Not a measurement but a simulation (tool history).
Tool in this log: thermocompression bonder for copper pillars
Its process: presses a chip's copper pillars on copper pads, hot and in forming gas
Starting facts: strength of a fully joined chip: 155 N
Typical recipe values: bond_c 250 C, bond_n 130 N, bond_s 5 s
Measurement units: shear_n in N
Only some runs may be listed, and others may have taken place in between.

run 1 hour=0.0 | bond_c=250 bond_n=130 bond_s=5 | shear_n=85.4
run 2 hour=40.6 | bond_c=250 bond_n=130 bond_s=5 | shear_n=84.1
run 3 hour=76.3 | bond_c=250 bond_n=130 bond_s=5 | shear_n=83.8
-- hour=115.3 forming gas filter changed
run 4 hour=117.1 | bond_c=250 bond_n=130 bond_s=5 | shear_n=87.5
run 5 hour=159.7 | bond_c=250 bond_n=130 bond_s=5 | shear_n=84.8
run 6 hour=206.8 | bond_c=250 bond_n=130 bond_s=5 | shear_n=84.5
run 7 hour=235.9 | bond_c=250 bond_n=139 bond_s=5 | shear_n=88.3
-- hour=254.4 heater calibrated with a thermocouple chip
run 8 hour=273.6 | bond_c=264 bond_n=130 bond_s=5 | shear_n=88.2
run 9 hour=298.3 | bond_c=250 bond_n=130 bond_s=5 | shear_n=78.3
-- hour=315.6 forming gas filter changed
run 10 hour=333.1 | bond_c=250 bond_n=130 bond_s=5 | shear_n=82.3
run 11 hour=381.0 | bond_c=250 bond_n=130 bond_s=5 | shear_n=80.7
-- hour=409.2 heater calibrated with a thermocouple chip, once more
run 12 hour=419.6 | bond_c=250 bond_n=94 bond_s=5 | shear_n=68.5
run 13 hour=451.3 | bond_c=250 bond_n=94 bond_s=5 | shear_n=66.7
run 14 hour=486.2 | bond_c=250 bond_n=94 bond_s=5 | shear_n=66.6
run 15 hour=508.1 | bond_c=267 bond_n=142 bond_s=7 | shear_n=115.3
-- hour=516.7 forming gas filter changed
run 16 hour=542.2 | bond_c=250 bond_n=194 bond_s=5 | shear_n=116.1
run 17 hour=571.0 | bond_c=250 bond_n=194 bond_s=5 | shear_n=115.9
run 18 hour=601.7 | bond_c=251 bond_n=118 bond_s=5 | shear_n=81.7
run 19 hour=646.0 | bond_c=251 bond_n=118 bond_s=3 | shear_n=66.1
run 20 hour=687.3 | bond_c=258 bond_n=118 bond_s=3 | shear_n=71.7
-- hour=714.7 forming gas filter changed
run 21 hour=727.4 | bond_c=258 bond_n=118 bond_s=11 | shear_n=110.4
run 22 hour=753.1 | bond_c=258 bond_n=118 bond_s=11 | shear_n=109.2
run 23 hour=783.7 | bond_c=258 bond_n=118 bond_s=11 | shear_n=107.7
run 24 hour=805.3 | bond_c=246 bond_n=86 bond_s=9 | shear_n=73.5
run 25 hour=844.1 | bond_c=225 bond_n=84 bond_s=11 | shear_n=58.2

Predict each of these 4 candidate next runs independently; none follows another, all start after run 25:
run A hour=884.9 | bond_c=232 bond_n=84 bond_s=11 | shear_n=?
run B hour=884.9 | bond_c=235 bond_n=130 bond_s=13 | shear_n=?
run C hour=884.9 | bond_c=264 bond_n=94 bond_s=11 | shear_n=?
run D hour=884.9 | bond_c=237 bond_n=136 bond_s=5 | shear_n=?

run=A shear_n=64.3
run=B shear_n=98.1
run=C shear_n=93.2
run=D shear_n=76.9
The same runs, with their run-to-run variation unchanged, on a tool lacking any hidden condition would have given:
run=A shear_n=71.0
run=B shear_n=106.4
run=C shear_n=101.1
run=D shear_n=84.4
